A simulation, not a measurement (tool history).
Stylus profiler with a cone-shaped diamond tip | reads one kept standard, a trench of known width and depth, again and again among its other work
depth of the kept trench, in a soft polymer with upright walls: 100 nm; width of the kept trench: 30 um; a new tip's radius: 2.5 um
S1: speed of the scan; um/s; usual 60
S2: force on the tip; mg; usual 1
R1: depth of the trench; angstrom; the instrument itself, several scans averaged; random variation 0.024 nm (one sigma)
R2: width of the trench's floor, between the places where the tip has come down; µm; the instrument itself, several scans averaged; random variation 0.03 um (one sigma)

| run | hour | S1 | S2 | R1 | R2 |
|---|---|---|---|---|---|
| 1 | 0 | 60 | 1 | 1008.4 | 27.71 |
| 2 | 90.9 | 60 | 2.27 | 1012 | 27.9 |
| 3 | 171.5 | 60 | 1.55 | 1010.5 | 27.78 |
| 4 | 238.4 | 60 | 1.55 | 1010.4 | 27.79 |
| 5 | 305 | 60 | 1 | 1008.7 | 27.64 |
| 6 | 363 | 60 | 1 | 1008.5 | 27.71 |
| 7 | 446.9 | 60 | 1 | 1008.8 | 27.7 |
| 8 | 491.4 | 60 | 1 | 1008.7 | 27.6 |
| 9 | 571.8 | 60 | 1 | 1008.5 | 27.63 |
| 10 | 643.2 | 60 | 1 | 1008.5 | 27.69 |
| 11 | 696.5 | 34 | 1 | 1009.2 | 27.81 |
| 12 | 764.7 | 34 | 1 | 1008.8 | 27.84 |
| 13 | 812.3 | 60 | 1 | 1008.6 | 27.54 |
| 14 | 890.7 | 60 | 1.27 | 1009.8 | 27.64 |
| 15 | 985.3 | 60 | 1 | 1009.1 | 27.58 |
| 16 | 1053.1 | 60 | 1 | 1009.2 | 27.58 |
| 17 | 1129.4 | 60 | 0.71 | 1008 | 27.51 |
| 18 | 1184.7 | 60 | 0.71 | 1007.8 | 27.44 |
| 19 | 1235.8 | 60 | 0.71 | 1007.9 | 27.41 |
| 20 | 1290.8 | 60 | 1 | 1009.3 | 27.51 |
|  | 1344.4 | height scale calibrated on a step standard |
| 21 | 1346.4 | 60 | 1.04 | 1005.7 | 27.54 |
| 22 | 1419.7 | 26 | 1 | 1005.7 | 27.81 |
| 23 | 1468.8 | 26 | 1 | 1005.9 | 27.83 |
| 24 | 1539.9 | 60 | 1 | 1005.9 | 27.52 |
| 25 | 1636.9 | 60 | 1 | 1005.9 | 27.52 |
| 26 | 1721.1 | 46 | 1.43 | 1007.7 | 27.75 |
| 27 | 1805.9 | 23 | 0.63 | 1004.6 | 27.8 |
| 28 | 1895.8 | 82 | 0.4 | 1003.5 | 26.81 |
| 29 | 1976.1 | 208 | 2.7 | 1012 | 26.79 |
| 30 | 2064.8 | 170 | 2.68 | 1011.9 | 27.01 |
| 31 | 2151.3 | 170 | 2.68 | 1011.4 | 26.98 |
| 32 | 2203.4 | 222 | 2.38 | 1011.2 | 26.55 |
| 33 | 2267.3 | 34 | 0.67 | 1005.1 | 27.63 |
| 34 | 2338.6 | 31 | 2.81 | 1012.2 | 27.85 |
| 35 | 2438.8 | 31 | 2.81 | 1012.4 | 27.81 |
| 36 | 2546.3 | 31 | 2.81 | 1012.8 | 27.83 |
| 37 | 2648.8 | 23 | 1.77 | 1009.8 | 27.86 |
| 38 | 2703.2 | 35 | 2.45 | 1011.9 | 27.8 |
| 39 | 2801.7 | 35 | 2.45 | 1011.2 | 27.81 |
| 40 | 2846.7 | 28 | 1.22 | 1007.6 | 27.72 |
|  | 2865.9 | new tip fitted, height scale calibrated |
| 41 | 2909.8 | 30 | 1.02 | 1005.8 | 28.3 |
| 42 | 2968.1 | 39 | 1 | 1005.7 | 28.19 |
| 43 | 3071 | 15 | 1 | 1005.5 | 28.42 |
| 44 | 3151.6 | 15 | 1 | 1005.6 | 28.38 |
| 45 | 3250.2 | 20 | 0.47 | 1003.4 | 28.25 |
| 46 | 3319.1 | 20 | 0.47 | 1003.4 | 28.24 |
| 47 | 3395.2 | 21 | 1.76 | 1008.6 | 28.4 |

Forecast each of these 3 alternatives for the next run:
| A | 3490.5 | 18 | 1 | ? | ? |
| B | 3490.5 | 41 | 1.99 | ? | ? |
| C | 3490.5 | 143 | 0.88 | ? | ? |

| run | R1 | R2 |
|---|---|---|
| A | 1006 | 28.34 |
| B | 1009.6 | 28.19 |
| C | 1005.9 | 26.98 |
Without the tool's hidden state the same runs would have given:
| run | R1 | R2 |
|---|---|---|
| A | 1005.7 | 28.44 |
| B | 1009.3 | 28.29 |
| C | 1005.6 | 27.08 |

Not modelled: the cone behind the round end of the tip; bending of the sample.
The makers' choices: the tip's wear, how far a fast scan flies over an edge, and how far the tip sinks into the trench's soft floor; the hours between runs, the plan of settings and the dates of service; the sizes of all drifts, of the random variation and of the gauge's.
